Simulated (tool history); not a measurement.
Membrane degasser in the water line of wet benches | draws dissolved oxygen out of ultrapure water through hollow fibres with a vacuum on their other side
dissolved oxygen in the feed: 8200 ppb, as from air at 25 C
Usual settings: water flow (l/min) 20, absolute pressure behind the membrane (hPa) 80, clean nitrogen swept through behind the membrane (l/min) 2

run,day,water flow (l/min),absolute pressure behind the membrane (hPa),clean nitrogen swept through behind the membrane (l/min),dissolved oxygen in the water behind the degasser (ppb),pressure that the water loses in the fibres (hPa)
1,0,20,80,2,113.8,607.8
2,4.367,20,80,2,113.7,608.1
3,7.692,20,80,2,114.3,601.7
4,11.033,20,80,2,113.7,607.3
5,15.292,20,80,2,114.3,600.8
6,17.096,12,80,2,69.5,364.4
7,21.021,20,80,4.52,53.1,604.1
8,24.575,25,80,2,143.6,751.7
9,28.217,25,80,2,142.9,747.6
10,30.825,25,80,2,142.9,751.8
11,33.5,20,80,2,114.8,600.4
12,37.258,20,80,2,114.3,595.7
13,40.475,25,80,1.36,198.9,742.5
# day 42.025: gauge calibrated
14,44.375,25,80,1.36,199.6,755.3
15,48.712,13,137.9,3.84,88,395.1
16,52.446,29,81.8,1.26,252.8,877.2
17,56.483,20,198.9,1.52,479.8,601.8
18,58.7,14,180.7,1.43,332.2,421.4
19,62.796,14,82.1,0.85,185.3,423.7
20,65.5,29,82.1,3.34,112.4,873.9
21,69.892,29,82.1,4.33,89.5,868.6
22,73.417,17,82.1,4.13,50.7,510.9
23,77.842,17,82.1,4.13,50.8,505.1
24,80.729,20,58.4,2.5,52,597.9

3 ways to go on from here, each from the tool as it stands after run 24. What would each give?
A,83.25,20,90.6,2,?,?
B,83.25,19,192.4,1.45,?,?
C,83.25,12,152.2,1.74,?,?

run,dissolved oxygen in the water behind the degasser (ppb),pressure that the water loses in the fibres (hPa)
A,139.4,595.6
B,465.5,565.1
C,195.6,357.4
Without the tool's hidden state the same runs would have given:
run,dissolved oxygen in the water behind the degasser (ppb),pressure that the water loses in the fibres (hPa)
A,139.3,607.4
B,465.4,576.3
C,195.5,364.5
